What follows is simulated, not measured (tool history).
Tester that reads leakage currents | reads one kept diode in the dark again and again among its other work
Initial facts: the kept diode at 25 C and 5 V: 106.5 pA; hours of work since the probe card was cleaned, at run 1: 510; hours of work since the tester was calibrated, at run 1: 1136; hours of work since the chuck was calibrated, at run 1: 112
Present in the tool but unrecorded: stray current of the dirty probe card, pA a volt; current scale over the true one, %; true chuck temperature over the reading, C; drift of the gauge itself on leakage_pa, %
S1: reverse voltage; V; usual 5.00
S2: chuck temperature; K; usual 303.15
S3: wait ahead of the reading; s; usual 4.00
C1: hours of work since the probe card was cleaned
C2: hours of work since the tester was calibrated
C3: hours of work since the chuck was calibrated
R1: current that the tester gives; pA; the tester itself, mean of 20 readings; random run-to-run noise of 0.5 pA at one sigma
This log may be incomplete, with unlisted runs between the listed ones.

run     day     S1      S2    S3   C1    C2   C3       R1
  1   0.000   5.00  303.15  4.00  510  1136  112   167.44
  2   2.458   5.00  303.15  4.00  538  1165  140   167.52
  3   4.933   5.00  303.15  4.00  566  1193  168   167.24
  4   6.408   5.00  303.15  4.00  583  1210  185   167.36
  5   8.779   8.97  303.15  4.00  610  1237  212   221.04
  6   9.858   8.97  303.15  4.00  623  1249  225   222.51
  7  11.433   8.97  303.15  4.00  641  1267  243   221.32
  8  12.679   8.97  299.15  4.00  655  1281  257   155.42
  9  13.988   5.00  303.15  4.00  670  1296  272   167.46
 10  15.488   5.00  303.15  4.00  687  1314  289   165.41
 11  16.679   5.00  319.15  0.40  701  1327  303   631.20
 12  17.771   1.24  303.15  4.00  713  1340  315    84.79
 13  19.892   9.42  303.15  3.44  737  1364  339   228.25
 14  21.971   9.42  303.15  3.44  761  1388  363   227.33
 15  23.108  13.11  317.15  1.40  774  1401  376   864.31
 16  24.192   5.00  326.15  4.00  787  1413  389  1091.33
 17  26.250   7.47  306.15  4.15  810  1437  412   262.27
 18  28.854   7.47  306.15  4.15  840  1466  442   264.46
 19  30.250   8.78  306.15  1.17  856  1482  458   286.61

Each row is a separate what-if for the run after 19, all from the same tool condition, not one after another. Results?
  A  32.633  10.02  319.15  1.93  883  1510  485   ?
  B  32.633   7.59  306.15  2.79  883  1510  485   ?
  C  32.633   1.93  303.15  7.42  883  1510  485   ?

run      R1
  A  889.79
  B  266.79
  C  105.33
Had the tool no hidden state, the same runs would have come out as:
run      R1
  A  889.85
  B  266.76
  C  105.33
